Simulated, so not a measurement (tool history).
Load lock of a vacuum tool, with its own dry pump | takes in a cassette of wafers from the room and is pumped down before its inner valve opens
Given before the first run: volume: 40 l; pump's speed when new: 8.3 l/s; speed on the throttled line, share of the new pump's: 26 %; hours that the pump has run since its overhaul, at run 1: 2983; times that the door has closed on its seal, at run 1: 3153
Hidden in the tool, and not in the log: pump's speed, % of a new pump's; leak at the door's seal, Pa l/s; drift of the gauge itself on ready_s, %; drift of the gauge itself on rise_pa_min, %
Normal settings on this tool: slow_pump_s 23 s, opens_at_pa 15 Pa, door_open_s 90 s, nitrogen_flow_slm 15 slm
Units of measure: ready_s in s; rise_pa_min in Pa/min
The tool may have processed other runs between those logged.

run,day,slow_pump_s,opens_at_pa,door_open_s,nitrogen_flow_slm,hours that the pump has run since its overhaul,times that the door has closed on its seal,"incoming humidity of the room's air, %",ready_s,rise_pa_min
1,0.000,23,15,90,15,2983,3153,48.6,61.4,0.046
2,7.233,23,15,90,15,3156,3775,45.5,61.8,0.056
3,12.229,23,15,207,15,3276,4204,46.0,62.2,0.062
4,17.067,23,15,90,15,3392,4620,44.8,62.4,0.054
5,25.812,23,15,90,15,3602,5371,44.7,62.2,0.060
6,33.675,23,15,90,7,3791,6047,45.0,62.0,0.068
7,37.871,21,15,90,15,3892,6408,47.6,61.4,0.064
8,43.704,21,15,90,15,4032,6909,44.1,61.2,0.071
9,52.004,23,15,90,43,4231,7622,42.6,63.1,0.062
10,56.379,23,15,90,43,4336,7998,45.0,62.0,0.061
11,62.862,23,15,90,43,4491,8555,42.5,62.3,0.062

Run 12 comes next. What will it give?
12,67.779,23,15,90,43,4609,8978,41.9,?,?

ready_s: 62.7 s
rise_pa_min: 0.063 Pa/min
Take away the tool's hidden state, keep the run-to-run variation as it was, and the same run would have given ready_s 60.1 s, rise_pa_min 0.018 Pa/min.
